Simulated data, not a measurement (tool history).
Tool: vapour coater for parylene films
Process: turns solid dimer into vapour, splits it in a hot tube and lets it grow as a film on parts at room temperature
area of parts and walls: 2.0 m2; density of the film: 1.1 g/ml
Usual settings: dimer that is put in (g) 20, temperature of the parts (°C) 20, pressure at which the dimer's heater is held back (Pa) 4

run	hour	dimer that is put in (g)	temperature of the parts (°C)	pressure at which the dimer's heater is held back (Pa)	thickness of the film (µm)
1	0	20	20	4	6.51
2	8.2	20	20	4	6.47
3	24.9	20	20	4	6.42
4	37.3	20	24	4	5.74
5	54.2	20	24	4	5.7
6	63.7	20	24	4	5.64
7	72.1	20	20	4	6.32
8	83.9	20	20	4	6.34
9	92.6	20	20	4	6.24
10	100.5	20	20	4	6.29
11	111.2	20	20	2.15	7.14
# hour 113.1: table's thermometer calibrated
# hour 123.4: trap's valve overhauled
12	133.1	20	20	2.15	8.33
13	140.7	20	20	2.15	8.32
# hour 154.4: table's thermometer calibrated, once more
14	154.4	20	20	2.15	8.28
15	171	20	20	2.15	8.2
16	182.7	20	20	4	7
17	197.4	20	20	4	6.95
18	214.6	34	25	4	10.3
19	227.3	34	28	8.13	8.22
20	235.8	22	20	2.01	8.84
21	245.3	16	20	2.69	6.16
22	260.4	18	18	5.42	5.95
23	274	18	18	5.42	6.02
24	289.2	26	18	8.28	7.84
25	305.3	22	21	2.27	8.28
26	315.6	9	25	6.39	2.35
27	331.7	23	29	4.66	5.93
28	342.6	12	20	4	3.99
29	356.5	12	20	4	4.01
30	371.2	12	19	4.09	3.97
31	385.3	12	19	4.09	3.94
32	396.9	12	19	4.09	4.04
33	412.2	13	19	5.47	4.05
34	426.3	16	28	4.32	4.18

5 ways to go on from here, each from the tool as it stands after run 34. What would each give?
A	440.2	23	14	8.39	?
B	440.2	20	20	2.44	?
C	440.2	20	17	3.62	?
D	440.2	15	12	8.38	?
E	440.2	13	20	4	?

run	thickness of the film (µm)
A	7.37
B	7.19
C	7.17
D	5.02
E	4.22
Without the tool's hidden state the same runs would have given:
run	thickness of the film (µm)
A	8.18
B	7.98
C	7.95
D	5.57
E	4.68
